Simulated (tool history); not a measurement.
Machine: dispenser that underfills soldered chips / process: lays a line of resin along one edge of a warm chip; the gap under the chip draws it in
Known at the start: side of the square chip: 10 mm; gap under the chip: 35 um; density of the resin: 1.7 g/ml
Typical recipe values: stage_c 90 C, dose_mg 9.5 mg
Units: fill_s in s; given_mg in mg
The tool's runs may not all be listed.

run,day,stage_c,dose_mg,fill_s,given_mg
1,0,90,9.5,104.9,9
2,0.196,86,9.5,154.3,8.93
3,0.292,90,9.5,148.3,8.75
4,0.462,90,9.5,184.1,8.87
# day 0.538: new syringe of resin
5,0.654,79,9.5,157.7,8.9
6,0.85,79,9.5,205.6,8.93
7,1.05,79,9.5,266.4,8.74
# day 1.196: new syringe of resin
8,1.217,79,9.5,136,8.76
9,1.325,79,9.5,160.7,8.77
10,1.462,79,9.5,186.9,8.68
11,1.617,79,9.5,231.5,8.76
12,1.762,102,9.5,119.5,8.69
# day 1.862: new syringe of resin
13,1.867,102,9.5,57.8,8.64
14,2.058,102,9.5,73.4,8.75
15,2.221,102,9.5,89.8,8.75
16,2.383,102,9.5,110.4,8.67
# day 2.517: new syringe of resin
17,2.571,100,10.84,67.6,9.86
18,2.721,85,9.33,144.9,8.41
19,2.825,85,9.33,164.4,8.44
20,2.946,85,9.33,194.5,8.36
# day 3.171: new syringe of resin
21,3.183,86,9.58,104.7,8.6
22,3.388,77,11.98,192.9,10.75
23,3.567,77,11.98,235.9,10.57
24,3.792,77,11.98,306.9,10.61
# day 3.821: new syringe of resin
# day 3.971: dispensing valve cleaned and set on the balance
25,4.054,77,11.98,182.8,11.97
26,4.225,77,11.98,228.3,11.82
27,4.454,94,10.01,163.8,10.09
# day 4.533: new syringe of resin
28,4.679,89,8.24,110.9,8.18
29,4.829,89,8.24,135.1,8.18

Run 30 is up next; what results do you expect?
30,4.988,89,8.24,?,?

{"run 30": {"fill_s": 164.8, "given_mg": 8.14}}
The same run, on a tool lacking any hidden state, would have yielded fill_s 96.3 s, given_mg 8.23 mg.
